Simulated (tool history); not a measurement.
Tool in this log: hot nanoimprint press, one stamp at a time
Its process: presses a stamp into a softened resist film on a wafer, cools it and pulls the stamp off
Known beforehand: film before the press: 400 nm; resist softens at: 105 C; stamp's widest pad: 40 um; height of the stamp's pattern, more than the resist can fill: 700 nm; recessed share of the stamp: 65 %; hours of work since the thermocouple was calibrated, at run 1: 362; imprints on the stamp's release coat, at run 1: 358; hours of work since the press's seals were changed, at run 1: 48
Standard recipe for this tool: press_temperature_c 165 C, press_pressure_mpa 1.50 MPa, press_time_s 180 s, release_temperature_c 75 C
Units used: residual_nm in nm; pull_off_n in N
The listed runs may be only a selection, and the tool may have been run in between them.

run,hour,press_temperature_c,press_pressure_mpa,press_time_s,release_temperature_c,hours of work since the thermocouple was calibrated,imprints on the stamp's release coat,hours of work since the press's seals were changed,residual_nm,pull_off_n
1,0.0,165,1.50,180,75,362,358,48,149.2,274
2,47.3,165,1.50,180,75,392,473,77,149.2,275
# hour 58.0: plate thermocouple calibrated
3,97.1,165,1.50,180,75,25,586,107,157.9,288
4,148.1,165,1.50,180,75,56,710,139,154.9,306
5,176.4,165,1.50,180,75,74,778,156,154.8,314
6,227.7,157,1.50,180,75,106,903,188,234.4,325
# hour 242.4: stamp cleaned and given a new release coat
7,278.6,157,1.50,180,75,135,87,217,234.7,245
8,309.1,157,1.50,180,75,154,161,236,236.2,250
9,338.3,157,1.50,180,75,172,232,254,234.4,267
10,382.8,157,1.50,180,75,200,340,282,231.0,268
11,422.0,157,1.50,180,75,224,435,307,233.5,270
12,451.5,157,1.50,180,75,243,506,325,227.5,284
13,486.4,157,1.50,180,75,265,591,347,227.2,287
14,513.5,157,1.50,180,75,282,656,364,231.2,292
15,563.3,165,2.12,180,75,313,777,395,123.1,295
16,592.1,162,1.50,180,75,331,847,413,175.3,293
# hour 629.5: stamp cleaned and given a new release coat
17,642.1,162,1.50,180,75,359,30,441,174.5,236
18,673.9,159,1.88,180,75,379,107,461,180.9,239
# hour 706.8: plate thermocouple calibrated
19,716.1,159,1.88,180,75,6,202,485,196.9,265
20,765.2,159,1.88,180,75,37,321,516,196.7,269
21,810.0,159,1.88,180,75,65,430,544,196.3,277
22,855.0,165,1.81,105,77,93,539,572,172.5,272
23,904.0,165,1.81,105,77,124,657,603,171.2,285
24,953.2,167,1.33,215,63,155,777,634,142.4,346
25,976.3,157,1.73,180,77,169,833,649,220.9,309
# hour 1020.6: stamp cleaned and given a new release coat
26,1033.5,160,2.28,108,81,201,32,681,193.1,212

Alternative continuations, all from the tool just after run 26; predict every row:
A,1075.0,174,1.50,313,68,227,132,707,?,?
B,1075.0,169,1.41,180,75,227,132,707,?,?
C,1075.0,157,1.48,180,65,227,132,707,?,?
D,1075.0,165,1.50,115,67,227,132,707,?,?

run,residual_nm,pull_off_n
A,80.0,273
B,129.6,238
C,237.3,289
D,180.6,272
Without the tool's unlogged condition, the same runs would have read:
run,residual_nm,pull_off_n
A,82.2,264
B,133.9,231
C,246.2,280
D,186.6,264
